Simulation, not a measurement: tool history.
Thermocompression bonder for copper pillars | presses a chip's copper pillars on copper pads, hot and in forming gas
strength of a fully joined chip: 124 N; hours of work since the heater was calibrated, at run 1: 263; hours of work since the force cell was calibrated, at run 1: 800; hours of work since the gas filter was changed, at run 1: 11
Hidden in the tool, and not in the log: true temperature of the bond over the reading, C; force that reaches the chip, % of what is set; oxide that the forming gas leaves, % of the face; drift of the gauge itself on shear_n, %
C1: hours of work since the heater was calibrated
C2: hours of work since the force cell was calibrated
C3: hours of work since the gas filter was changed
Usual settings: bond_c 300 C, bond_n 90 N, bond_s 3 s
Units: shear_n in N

Run 1, hour 0.0: usual settings; C1 263; C2 800; C3 11. Result: shear_n 82.8 N.
Run 2, hour 50.3: usual settings; C1 285; C2 821; C3 32. Result: shear_n 84.2 N.
Run 3, hour 78.7: usual settings; C1 296; C2 833; C3 44. Result: shear_n 83.6 N.
Run 4, hour 125.7: usual settings; C1 316; C2 853; C3 64. Result: shear_n 83.7 N.
Run 5, hour 174.2: usual settings; C1 337; C2 873; C3 84. Result: shear_n 81.0 N.
Run 6, hour 219.2: usual settings; C1 356; C2 892; C3 103. Result: shear_n 81.9 N.
Run 7, hour 254.8: usual settings; C1 371; C2 907; C3 118. Result: shear_n 81.8 N.
Run 8, hour 292.9: usual settings; C1 387; C2 923; C3 134. Result: shear_n 80.3 N.
Run 9, hour 337.6: usual settings but bond_c 271 C, bond_s 2 s; C1 406; C2 942; C3 153. Result: shear_n 51.5 N.
Run 10, hour 385.9: usual settings but bond_c 305 C, bond_n 82 N, bond_s 2 s; C1 426; C2 962; C3 173. Result: shear_n 70.1 N.
Run 11, hour 436.5: usual settings but bond_c 305 C, bond_n 82 N, bond_s 2 s; C1 447; C2 984; C3 195. Result: shear_n 71.1 N.

4 ways to go on from here, each from the tool as it stands after run 11. What would each give?
Run A, hour 470.1: usual settings but bond_c 307 C, bond_n 82 N, bond_s 5 s; C1 461; C2 998; C3 209. Result: shear_n ?.
Run B, hour 470.1: usual settings but bond_s 5 s; C1 461; C2 998; C3 209. Result: shear_n ?.
Run C, hour 470.1: usual settings but bond_c 305 C, bond_n 80 N, bond_s 2 s; C1 461; C2 998; C3 209. Result: shear_n ?.
Run D, hour 470.1: usual settings but bond_c 305 C, bond_n 82 N, bond_s 7 s; C1 461; C2 998; C3 209. Result: shear_n ?.

run  shear_n
  A     89.4
  B     87.9
  C     68.8
  D     94.3
Without the tool's hidden state the same runs would have given:
run  shear_n
  A     93.3
  B     91.6
  C     70.5
  D     98.9
